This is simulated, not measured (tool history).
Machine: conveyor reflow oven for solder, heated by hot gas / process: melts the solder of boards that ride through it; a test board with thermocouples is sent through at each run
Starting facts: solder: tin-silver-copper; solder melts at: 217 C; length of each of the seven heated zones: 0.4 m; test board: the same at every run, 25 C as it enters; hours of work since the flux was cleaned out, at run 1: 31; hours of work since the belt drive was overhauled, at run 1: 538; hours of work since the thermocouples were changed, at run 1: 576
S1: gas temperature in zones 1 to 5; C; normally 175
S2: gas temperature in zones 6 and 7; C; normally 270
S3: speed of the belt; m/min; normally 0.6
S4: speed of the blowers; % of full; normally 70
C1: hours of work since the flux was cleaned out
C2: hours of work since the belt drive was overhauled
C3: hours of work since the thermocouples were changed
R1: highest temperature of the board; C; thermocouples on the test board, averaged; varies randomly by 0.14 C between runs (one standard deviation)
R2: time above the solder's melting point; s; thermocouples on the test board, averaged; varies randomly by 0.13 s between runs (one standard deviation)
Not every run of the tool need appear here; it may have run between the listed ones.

run 1 hour=0 | S1=175 S2=270 S3=0.6 S4=70 | C1=31 C2=538 C3=576 | R1=255.3 R2=62.7
run 2 hour=32.6 | S1=175 S2=270 S3=0.663 S4=70 | C1=53 C2=559 C3=597 | R1=251.7 R2=53.6
run 3 hour=51.7 | S1=175 S2=270 S3=0.6 S4=70 | C1=65 C2=572 C3=610 | R1=255.4 R2=62.4
run 4 hour=74 | S1=175 S2=270 S3=0.6 S4=68 | C1=80 C2=587 C3=625 | R1=254.4 R2=61.8
run 5 hour=104.4 | S1=175 S2=270 S3=0.6 S4=68 | C1=101 C2=607 C3=645 | R1=254.8 R2=62.1
run 6 hour=134.7 | S1=175 S2=270 S3=0.6 S4=68 | C1=121 C2=627 C3=665 | R1=254.4 R2=61.8
run 7 hour=152.8 | S1=175 S2=270 S3=0.6 S4=70 | C1=133 C2=639 C3=677 | R1=254.9 R2=62.4
run 8 hour=185 | S1=175 S2=270 S3=0.6 S4=70 | C1=154 C2=661 C3=699 | R1=254.9 R2=62.5
-- hour=192.1 belt drive overhauled, speed set with a stopwatch
run 9 hour=214 | S1=175 S2=270 S3=0.6 S4=70 | C1=171 C2=15 C3=715 | R1=255.1 R2=62.6
run 10 hour=238.6 | S1=164 S2=260 S3=0.512 S4=70 | C1=187 C2=31 C3=731 | R1=249.3 R2=65.7
-- hour=269.6 belt drive overhauled, speed set with a stopwatch, once more
run 11 hour=273.7 | S1=179 S2=267 S3=0.578 S4=85 | C1=208 C2=3 C3=752 | R1=257.7 R2=68.5
run 12 hour=308.8 | S1=179 S2=267 S3=0.578 S4=85 | C1=231 C2=26 C3=776 | R1=257.6 R2=68.5
run 13 hour=340.7 | S1=175 S2=262 S3=0.6 S4=70 | C1=252 C2=47 C3=797 | R1=247.6 R2=56
run 14 hour=366.2 | S1=189 S2=267 S3=0.6 S4=88 | C1=269 C2=64 C3=814 | R1=258.4 R2=70.7
run 15 hour=398.2 | S1=175 S2=260 S3=0.648 S4=52 | C1=291 C2=85 C3=835 | R1=235.7 R2=36.8
-- hour=416.6 thermocouples of zones 6 and 7 changed
run 16 hour=434.5 | S1=175 S2=270 S3=0.625 S4=70 | C1=313 C2=108 C3=12 | R1=251 R2=56
run 17 hour=466.9 | S1=175 S2=270 S3=0.625 S4=70 | C1=335 C2=130 C3=33 | R1=251 R2=56.2

Below are 3 alternative next runs, each starting from the tool's condition after run 17. Predict each:
run A hour=498.7 | S1=175 S2=274 S3=0.595 S4=70 | C1=356 C2=151 C3=55 | R1=? R2=?
run B hour=498.7 | S1=169 S2=264 S3=0.558 S4=70 | C1=356 C2=151 C3=55 | R1=? R2=?
run C hour=498.7 | S1=175 S2=283 S3=0.539 S4=57 | C1=356 C2=151 C3=55 | R1=? R2=?

run=A R1=255.9 R2=62.7
run=B R1=248.6 R2=59.4
run=C R1=262.5 R2=74
Without the tool's hidden state the same runs would have given:
run=A R1=257.9 R2=64.3
run=B R1=250.4 R2=61.5
run=C R1=264.2 R2=75.2
